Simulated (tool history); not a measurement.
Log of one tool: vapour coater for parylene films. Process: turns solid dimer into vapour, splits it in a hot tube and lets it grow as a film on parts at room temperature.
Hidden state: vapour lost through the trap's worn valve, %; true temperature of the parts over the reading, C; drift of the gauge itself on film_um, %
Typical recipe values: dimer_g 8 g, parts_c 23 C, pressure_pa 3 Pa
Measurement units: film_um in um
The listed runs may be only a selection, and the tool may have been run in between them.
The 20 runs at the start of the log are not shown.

| run | hour | dimer_g | parts_c | pressure_pa | hours of work since the trap's valve was overhauled | hours of work since the table's thermometer was calibrated | film_um |
|---|---|---|---|---|---|---|---|
| 21 | 723.2 | 6 | 33 | 11.77 | 267 | 531 | 2.73 |
| 22 | 749.8 | 10 | 33 | 7.36 | 282 | 546 | 4.99 |
| 23 | 787.5 | 6 | 27 | 3 | 303 | 568 | 3.77 |
| 24 | 826.5 | 8 | 22 | 3 | 325 | 590 | 5.45 |
| 25 | 856.6 | 8 | 23 | 8.86 | 342 | 607 | 4.52 |
| 26 | 901.6 | 8 | 23 | 8.86 | 368 | 633 | 4.48 |
| 27 | 930.3 | 10 | 17 | 3 | 384 | 649 | 7.31 |
| 28 | 980.7 | 10 | 17 | 3 | 413 | 678 | 7.32 |
|  | 998.1 | trap's valve overhauled |
| 29 | 1025.8 | 8 | 17 | 3 | 16 | 701 | 5.93 |
| 30 | 1063.7 | 8 | 17 | 3 | 37 | 723 | 5.9 |
|  | 1085.5 | gauge calibrated |
| 31 | 1086.4 | 4 | 17 | 4.16 | 50 | 736 | 2.77 |
| 32 | 1127.2 | 12 | 17 | 3 | 73 | 759 | 8.58 |
| 33 | 1160.1 | 8 | 26 | 3 | 92 | 777 | 5.04 |
| 34 | 1184.8 | 6 | 26 | 6.01 | 106 | 792 | 3.39 |

Forecast each of these 5 alternatives for the next run:
| A | 1212.3 | 11 | 25 | 3.93 | 122 | 807 | ? |
| B | 1212.3 | 4 | 23 | 3 | 122 | 807 | ? |
| C | 1212.3 | 12 | 23 | 2.04 | 122 | 807 | ? |
| D | 1212.3 | 9 | 28 | 2.47 | 122 | 807 | ? |
| E | 1212.3 | 6 | 19 | 10.24 | 122 | 807 | ? |

| run | film_um |
|---|---|
| A | 6.76 |
| B | 2.67 |
| C | 8.36 |
| D | 5.69 |
| E | 3.45 |
Had the tool no hidden state, the same runs would have come out as:
| run | film_um |
|---|---|
| A | 6.74 |
| B | 2.66 |
| C | 8.35 |
| D | 5.68 |
| E | 3.44 |

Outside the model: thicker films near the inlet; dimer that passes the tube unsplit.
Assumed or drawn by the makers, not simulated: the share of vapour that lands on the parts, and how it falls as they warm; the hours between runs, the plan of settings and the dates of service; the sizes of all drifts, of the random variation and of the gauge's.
